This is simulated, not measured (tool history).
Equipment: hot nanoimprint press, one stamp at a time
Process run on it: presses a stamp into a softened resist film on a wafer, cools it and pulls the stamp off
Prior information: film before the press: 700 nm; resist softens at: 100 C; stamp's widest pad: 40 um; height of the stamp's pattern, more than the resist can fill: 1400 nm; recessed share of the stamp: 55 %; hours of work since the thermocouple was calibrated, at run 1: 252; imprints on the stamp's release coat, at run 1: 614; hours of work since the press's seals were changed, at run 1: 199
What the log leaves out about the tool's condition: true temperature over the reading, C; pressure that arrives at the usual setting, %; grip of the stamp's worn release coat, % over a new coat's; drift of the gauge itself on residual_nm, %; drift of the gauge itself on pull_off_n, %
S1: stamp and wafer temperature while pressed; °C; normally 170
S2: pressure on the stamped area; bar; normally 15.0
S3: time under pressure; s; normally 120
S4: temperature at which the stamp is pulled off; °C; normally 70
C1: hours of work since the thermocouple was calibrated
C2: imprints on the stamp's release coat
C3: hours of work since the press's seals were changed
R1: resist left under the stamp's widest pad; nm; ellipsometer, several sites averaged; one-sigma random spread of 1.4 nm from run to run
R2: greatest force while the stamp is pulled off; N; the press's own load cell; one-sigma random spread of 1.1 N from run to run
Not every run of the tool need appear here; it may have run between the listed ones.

{"run": 1, "hour": 0.0, "S1": 170, "S2": 15.0, "S3": 120, "S4": 70, "C1": 252, "C2": 614, "C3": 199, "R1": 358.5, "R2": 122}
{"run": 2, "hour": 10.2, "S1": 164, "S2": 15.0, "S3": 120, "S4": 70, "C1": 258, "C2": 651, "C3": 206, "R1": 454.4, "R2": 122}
{"run": 3, "hour": 23.2, "S1": 164, "S2": 15.0, "S3": 120, "S4": 70, "C1": 266, "C2": 699, "C3": 213, "R1": 449.7, "R2": 123}
{"hour": 38.9, "done": "stamp cleaned and given a new release coat"}
{"run": 4, "hour": 48.4, "S1": 170, "S2": 15.0, "S3": 188, "S4": 70, "C1": 277, "C2": 35, "C3": 225, "R1": 306.2, "R2": 108}
{"run": 5, "hour": 65.5, "S1": 170, "S2": 15.0, "S3": 188, "S4": 70, "C1": 288, "C2": 98, "C3": 235, "R1": 309.7, "R2": 107}
{"run": 6, "hour": 81.0, "S1": 178, "S2": 15.0, "S3": 120, "S4": 70, "C1": 297, "C2": 154, "C3": 245, "R1": 260.8, "R2": 111}
{"run": 7, "hour": 96.2, "S1": 170, "S2": 15.0, "S3": 238, "S4": 70, "C1": 306, "C2": 210, "C3": 254, "R1": 283.7, "R2": 111}
{"run": 8, "hour": 105.9, "S1": 170, "S2": 15.0, "S3": 223, "S4": 70, "C1": 312, "C2": 246, "C3": 260, "R1": 292.5, "R2": 111}
{"run": 9, "hour": 127.4, "S1": 170, "S2": 15.0, "S3": 120, "S4": 70, "C1": 325, "C2": 324, "C3": 273, "R1": 361.1, "R2": 118}
{"run": 10, "hour": 145.9, "S1": 170, "S2": 15.0, "S3": 120, "S4": 70, "C1": 336, "C2": 392, "C3": 284, "R1": 365.6, "R2": 115}
{"run": 11, "hour": 167.4, "S1": 166, "S2": 15.0, "S3": 120, "S4": 70, "C1": 349, "C2": 471, "C3": 297, "R1": 422.3, "R2": 120}
{"run": 12, "hour": 180.4, "S1": 166, "S2": 15.0, "S3": 120, "S4": 70, "C1": 357, "C2": 518, "C3": 305, "R1": 422.7, "R2": 123}
{"run": 13, "hour": 189.1, "S1": 166, "S2": 15.0, "S3": 120, "S4": 70, "C1": 362, "C2": 550, "C3": 310, "R1": 426.1, "R2": 121}
{"run": 14, "hour": 206.9, "S1": 166, "S2": 15.0, "S3": 61, "S4": 70, "C1": 373, "C2": 615, "C3": 321, "R1": 507.1, "R2": 123}
{"run": 15, "hour": 222.7, "S1": 163, "S2": 15.0, "S3": 120, "S4": 70, "C1": 383, "C2": 673, "C3": 331, "R1": 473.2, "R2": 123}
{"run": 16, "hour": 233.9, "S1": 170, "S2": 15.0, "S3": 120, "S4": 70, "C1": 390, "C2": 714, "C3": 337, "R1": 366.3, "R2": 129}
{"hour": 246.3, "done": "stamp cleaned and given a new release coat"}
{"hour": 251.1, "done": "plate thermocouple calibrated"}
{"run": 17, "hour": 255.0, "S1": 167, "S2": 10.2, "S3": 155, "S4": 67, "C1": 2, "C2": 22, "C3": 345, "R1": 422.5, "R2": 112}
{"run": 18, "hour": 275.0, "S1": 170, "S2": 16.9, "S3": 117, "S4": 66, "C1": 15, "C2": 95, "C3": 357, "R1": 328.2, "R2": 116}
{"run": 19, "hour": 288.3, "S1": 170, "S2": 12.2, "S3": 63, "S4": 70, "C1": 23, "C2": 143, "C3": 365, "R1": 458.1, "R2": 106}
{"run": 20, "hour": 307.5, "S1": 170, "S2": 12.5, "S3": 120, "S4": 70, "C1": 34, "C2": 214, "C3": 376, "R1": 376.9, "R2": 109}
{"run": 21, "hour": 326.1, "S1": 170, "S2": 12.5, "S3": 120, "S4": 70, "C1": 45, "C2": 282, "C3": 388, "R1": 373.7, "R2": 110}
{"run": 22, "hour": 344.6, "S1": 170, "S2": 15.0, "S3": 80, "S4": 70, "C1": 57, "C2": 349, "C3": 399, "R1": 393.3, "R2": 113}
{"run": 23, "hour": 363.0, "S1": 170, "S2": 15.0, "S3": 80, "S4": 70, "C1": 68, "C2": 417, "C3": 410, "R1": 397.7, "R2": 115}
{"run": 24, "hour": 379.9, "S1": 170, "S2": 15.0, "S3": 80, "S4": 70, "C1": 78, "C2": 478, "C3": 420, "R1": 393.7, "R2": 116}
{"run": 25, "hour": 390.1, "S1": 170, "S2": 15.0, "S3": 80, "S4": 73, "C1": 84, "C2": 516, "C3": 427, "R1": 398.5, "R2": 108}
{"run": 26, "hour": 399.3, "S1": 181, "S2": 14.2, "S3": 62, "S4": 65, "C1": 90, "C2": 550, "C3": 432, "R1": 292.5, "R2": 133}
{"run": 27, "hour": 414.4, "S1": 160, "S2": 15.5, "S3": 112, "S4": 65, "C1": 99, "C2": 605, "C3": 441, "R1": 506.1, "R2": 134}
{"run": 28, "hour": 423.3, "S1": 160, "S2": 15.5, "S3": 112, "S4": 65, "C1": 104, "C2": 637, "C3": 447, "R1": 506.5, "R2": 137}
{"run": 29, "hour": 443.1, "S1": 175, "S2": 15.5, "S3": 149, "S4": 60, "C1": 116, "C2": 710, "C3": 459, "R1": 259.1, "R2": 154}
{"hour": 456.8, "done": "stamp cleaned and given a new release coat"}
{"run": 30, "hour": 460.4, "S1": 175, "S2": 15.5, "S3": 149, "S4": 60, "C1": 123, "C2": 13, "C3": 465, "R1": 258.9, "R2": 131}
{"run": 31, "hour": 470.6, "S1": 172, "S2": 11.1, "S3": 160, "S4": 74, "C1": 129, "C2": 51, "C3": 472, "R1": 338.2, "R2": 94}

Below, some changes in R1 between adjacent runs. For each, the amount present without the hidden state too (settings, incoming material, random variation) and the amount remaining for the hidden state with gauge scatter not shared by both compared results:
Run 3 -> 4: S1 164 -> 170, S3 120 -> 188, stamp cleaned and given a new release coat. R1 -143.5 nm: hidden state -2.1, all else -141.4.
Run 8 -> 9: S3 223 -> 120. R1 +68.6 nm: hidden state +2.4, all else +66.2.
Run 16 -> 17: S1 170 -> 167, S2 15.0 -> 10.2, S3 120 -> 155, S4 70 -> 67, stamp cleaned and given a new release coat, plate thermocouple calibrated. R1 +56.2 nm: hidden state -23.1, all else +79.3.
Run 17 -> 18: S1 167 -> 170, S2 10.2 -> 16.9, S3 155 -> 117, S4 67 -> 66. R1 -94.3 nm: hidden state +2.7, all else -97.0.
Run 26 -> 27: S1 181 -> 160, S2 14.2 -> 15.5, S3 62 -> 112. R1 +213.6 nm: hidden state +0.7, all else +212.9.
Run 28 -> 29: S1 160 -> 175, S3 112 -> 149, S4 65 -> 60. R1 -247.4 nm: hidden state +0.2, all else -247.6.
